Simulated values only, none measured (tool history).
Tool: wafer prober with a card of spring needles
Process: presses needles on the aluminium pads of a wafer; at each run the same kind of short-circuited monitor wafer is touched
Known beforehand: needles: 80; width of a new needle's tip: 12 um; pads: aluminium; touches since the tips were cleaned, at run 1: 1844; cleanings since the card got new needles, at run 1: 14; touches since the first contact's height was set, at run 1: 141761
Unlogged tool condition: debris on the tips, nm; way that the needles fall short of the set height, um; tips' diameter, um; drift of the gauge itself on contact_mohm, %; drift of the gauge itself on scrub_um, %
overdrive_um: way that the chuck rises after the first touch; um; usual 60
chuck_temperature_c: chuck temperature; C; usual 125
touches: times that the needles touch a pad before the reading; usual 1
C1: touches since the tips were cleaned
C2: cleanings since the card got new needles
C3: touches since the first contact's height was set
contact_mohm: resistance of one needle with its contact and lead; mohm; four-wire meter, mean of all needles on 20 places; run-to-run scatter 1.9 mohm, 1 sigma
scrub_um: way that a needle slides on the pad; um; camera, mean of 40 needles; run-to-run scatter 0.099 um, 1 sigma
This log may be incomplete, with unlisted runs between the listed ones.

Run 1, hour 0.0: usual settings; C1 1844; C2 14; C3 141761. Result: contact_mohm 241 mohm, scrub_um 15.49 um.
Run 2, hour 20.3: usual settings; C1 6615; C2 14; C3 146532. Result: contact_mohm 267 mohm, scrub_um 15.63 um.
At hour 29.9: tips cleaned on abrasive film.
Run 3, hour 37.5: usual settings; C1 1784; C2 15; C3 150553. Result: contact_mohm 234 mohm, scrub_um 15.55 um.
Run 4, hour 50.9: usual settings; C1 4934; C2 15; C3 153703. Result: contact_mohm 259 mohm, scrub_um 15.53 um.
At hour 67.2: tips cleaned on abrasive film.
Run 5, hour 67.2: usual settings; C1 0; C2 16; C3 157530. Result: contact_mohm 204 mohm, scrub_um 15.69 um.
Run 6, hour 80.1: usual settings; C1 3023; C2 16; C3 160553. Result: contact_mohm 247 mohm, scrub_um 15.66 um.
Run 7, hour 91.7: usual settings; C1 5757; C2 16; C3 163287. Result: contact_mohm 270 mohm, scrub_um 15.65 um.
At hour 104.3: tips cleaned on abrasive film.
Run 8, hour 111.7: usual settings; C1 1739; C2 17; C3 167962. Result: contact_mohm 231 mohm, scrub_um 15.52 um.
Run 9, hour 123.8: usual settings; C1 4585; C2 17; C3 170808. Result: contact_mohm 260 mohm, scrub_um 15.45 um.
At hour 141.0: tips cleaned on abrasive film.
Run 10, hour 143.4: usual settings but overdrive_um 58 um; C1 552; C2 18; C3 175399. Result: contact_mohm 216 mohm, scrub_um 14.78 um.
Run 11, hour 159.0: usual settings but overdrive_um 58 um; C1 4218; C2 18; C3 179065. Result: contact_mohm 261 mohm, scrub_um 15.05 um.
Run 12, hour 173.3: usual settings but overdrive_um 47 um; C1 7594; C2 18; C3 182441. Result: contact_mohm 287 mohm, scrub_um 12.08 um.
At hour 178.1: tips cleaned on abrasive film.
Run 13, hour 190.7: usual settings but overdrive_um 41 um, chuck_temperature_c 56 C; C1 2969; C2 19; C3 186513. Result: contact_mohm 278 mohm, scrub_um 10.35 um.
Run 14, hour 202.1: usual settings but overdrive_um 48 um, chuck_temperature_c 27 C; C1 5634; C2 19; C3 189178. Result: contact_mohm 271 mohm, scrub_um 12.21 um.
At hour 214.9: tips cleaned on abrasive film.
Run 15, hour 216.1: usual settings but overdrive_um 75 um, chuck_temperature_c 30 C; C1 297; C2 20; C3 192468. Result: contact_mohm 182 mohm, scrub_um 19.39 um.
Run 16, hour 227.7: usual settings but overdrive_um 50 um, chuck_temperature_c 30 C, touches 2; C1 3021; C2 20; C3 195192. Result: contact_mohm 216 mohm, scrub_um 12.64 um.
At hour 236.2: height of the first contact set anew.
Run 17, hour 236.9: usual settings but overdrive_um 50 um, chuck_temperature_c 30 C, touches 2; C1 5115; C2 20; C3 183. Result: contact_mohm 233 mohm, scrub_um 13.31 um.
At hour 252.1: tips cleaned on abrasive film.
Run 18, hour 254.6: usual settings but overdrive_um 45 um, chuck_temperature_c 28 C; C1 576; C2 21; C3 4308. Result: contact_mohm 210 mohm, scrub_um 12.03 um.
Run 19, hour 264.8: usual settings but chuck_temperature_c 37 C, touches 2; C1 2973; C2 21; C3 6705. Result: contact_mohm 211 mohm, scrub_um 16.00 um.

3 options for the next run, each taken on its own from the tool as it stands now. Forecast them:
Run A, hour 277.1: usual settings but overdrive_um 54 um, chuck_temperature_c 45 C; C1 5878; C2 21; C3 9610. Result: contact_mohm ?, scrub_um ?.
Run B, hour 277.1: usual settings but overdrive_um 43 um, chuck_temperature_c 54 C, touches 3; C1 5878; C2 21; C3 9610. Result: contact_mohm ?, scrub_um ?.
Run C, hour 277.1: usual settings but overdrive_um 74 um, chuck_temperature_c 37 C, touches 2; C1 5878; C2 21; C3 9610. Result: contact_mohm ?, scrub_um ?.

run  contact_mohm  scrub_um
  A           257     14.30
  B           222     11.71
  C           211     19.53
Stripped of hidden state, with their random variation kept, the same runs would have yielded:
run  contact_mohm  scrub_um
  A           182     14.32
  B           182     11.74
  C           177     19.56
